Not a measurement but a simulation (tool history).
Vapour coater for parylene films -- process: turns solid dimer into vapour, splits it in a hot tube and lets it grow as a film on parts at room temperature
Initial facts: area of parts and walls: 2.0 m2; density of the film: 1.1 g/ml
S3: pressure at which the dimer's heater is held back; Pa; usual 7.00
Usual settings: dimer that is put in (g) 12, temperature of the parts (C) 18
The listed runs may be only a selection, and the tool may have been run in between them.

run 1 day=0.000 | dimer_that_is_put_in_(g)=12 temperature_of_the_parts_(C)=18 S3=7.00 | thickness_of_the_film_(µm)=3.12
run 2 day=0.888 | dimer_that_is_put_in_(g)=12 temperature_of_the_parts_(C)=26 S3=7.00 | thickness_of_the_film_(µm)=2.37
run 3 day=1.571 | dimer_that_is_put_in_(g)=12 temperature_of_the_parts_(C)=18 S3=7.00 | thickness_of_the_film_(µm)=3.10
run 4 day=2.079 | dimer_that_is_put_in_(g)=12 temperature_of_the_parts_(C)=18 S3=7.00 | thickness_of_the_film_(µm)=3.11
run 5 day=2.425 | dimer_that_is_put_in_(g)=12 temperature_of_the_parts_(C)=18 S3=7.00 | thickness_of_the_film_(µm)=3.12
run 6 day=2.829 | dimer_that_is_put_in_(g)=12 temperature_of_the_parts_(C)=18 S3=7.00 | thickness_of_the_film_(µm)=3.14
run 7 day=3.254 | dimer_that_is_put_in_(g)=12 temperature_of_the_parts_(C)=18 S3=8.45 | thickness_of_the_film_(µm)=3.10
run 8 day=3.933 | dimer_that_is_put_in_(g)=12 temperature_of_the_parts_(C)=18 S3=8.45 | thickness_of_the_film_(µm)=3.07
run 9 day=4.296 | dimer_that_is_put_in_(g)=12 temperature_of_the_parts_(C)=18 S3=8.45 | thickness_of_the_film_(µm)=3.08
run 10 day=4.942 | dimer_that_is_put_in_(g)=12 temperature_of_the_parts_(C)=18 S3=8.45 | thickness_of_the_film_(µm)=3.09
run 11 day=5.358 | dimer_that_is_put_in_(g)=12 temperature_of_the_parts_(C)=18 S3=8.45 | thickness_of_the_film_(µm)=3.08
run 12 day=6.108 | dimer_that_is_put_in_(g)=12 temperature_of_the_parts_(C)=18 S3=8.45 | thickness_of_the_film_(µm)=3.09
run 13 day=6.854 | dimer_that_is_put_in_(g)=12 temperature_of_the_parts_(C)=18 S3=7.00 | thickness_of_the_film_(µm)=3.11
run 14 day=7.433 | dimer_that_is_put_in_(g)=12 temperature_of_the_parts_(C)=18 S3=7.00 | thickness_of_the_film_(µm)=3.11
run 15 day=8.225 | dimer_that_is_put_in_(g)=12 temperature_of_the_parts_(C)=18 S3=7.00 | thickness_of_the_film_(µm)=3.12
run 16 day=8.571 | dimer_that_is_put_in_(g)=12 temperature_of_the_parts_(C)=18 S3=7.00 | thickness_of_the_film_(µm)=3.10
run 17 day=8.967 | dimer_that_is_put_in_(g)=12 temperature_of_the_parts_(C)=18 S3=7.00 | thickness_of_the_film_(µm)=3.10
run 18 day=9.354 | dimer_that_is_put_in_(g)=12 temperature_of_the_parts_(C)=18 S3=7.00 | thickness_of_the_film_(µm)=3.11
run 19 day=9.979 | dimer_that_is_put_in_(g)=18 temperature_of_the_parts_(C)=15 S3=3.02 | thickness_of_the_film_(µm)=5.40
run 20 day=10.571 | dimer_that_is_put_in_(g)=18 temperature_of_the_parts_(C)=15 S3=3.02 | thickness_of_the_film_(µm)=5.41
run 21 day=10.938 | dimer_that_is_put_in_(g)=18 temperature_of_the_parts_(C)=15 S3=3.02 | thickness_of_the_film_(µm)=5.39
run 22 day=11.471 | dimer_that_is_put_in_(g)=18 temperature_of_the_parts_(C)=15 S3=3.02 | thickness_of_the_film_(µm)=5.39
run 23 day=11.929 | dimer_that_is_put_in_(g)=18 temperature_of_the_parts_(C)=22 S3=3.02 | thickness_of_the_film_(µm)=4.24
run 24 day=12.808 | dimer_that_is_put_in_(g)=18 temperature_of_the_parts_(C)=11 S3=3.02 | thickness_of_the_film_(µm)=6.20
run 25 day=13.388 | dimer_that_is_put_in_(g)=18 temperature_of_the_parts_(C)=12 S3=5.24 | thickness_of_the_film_(µm)=5.79
run 26 day=13.833 | dimer_that_is_put_in_(g)=8 temperature_of_the_parts_(C)=21 S3=2.71 | thickness_of_the_film_(µm)=1.97
run 27 day=14.192 | dimer_that_is_put_in_(g)=8 temperature_of_the_parts_(C)=21 S3=2.71 | thickness_of_the_film_(µm)=1.98
run 28 day=14.712 | dimer_that_is_put_in_(g)=8 temperature_of_the_parts_(C)=21 S3=2.71 | thickness_of_the_film_(µm)=1.99
run 29 day=15.375 | dimer_that_is_put_in_(g)=8 temperature_of_the_parts_(C)=21 S3=2.71 | thickness_of_the_film_(µm)=1.99
run 30 day=15.846 | dimer_that_is_put_in_(g)=8 temperature_of_the_parts_(C)=21 S3=2.71 | thickness_of_the_film_(µm)=1.97
run 31 day=16.550 | dimer_that_is_put_in_(g)=8 temperature_of_the_parts_(C)=25 S3=2.16 | thickness_of_the_film_(µm)=1.74
run 32 day=17.221 | dimer_that_is_put_in_(g)=7 temperature_of_the_parts_(C)=18 S3=2.24 | thickness_of_the_film_(µm)=1.94
run 33 day=17.925 | dimer_that_is_put_in_(g)=7 temperature_of_the_parts_(C)=18 S3=2.24 | thickness_of_the_film_(µm)=1.92
run 34 day=18.375 | dimer_that_is_put_in_(g)=12 temperature_of_the_parts_(C)=18 S3=8.13 | thickness_of_the_film_(µm)=3.10

Between the runs listed above, the log contained 2 entries, not reproduced here. Where in the sequence does each belong, and how does what the log doesn't record of the tool's condition differ from the listed run before to the listed run after?
In the gap between runs 1 and 2: trap's valve overhauled (day 0.721)
  vapour lost through the trap's worn valve, %: 0.3 -> 0
In the gap between runs 23 and 24: trap's valve overhauled (day 12.696)
  vapour lost through the trap's worn valve, %: 0.3 -> 0
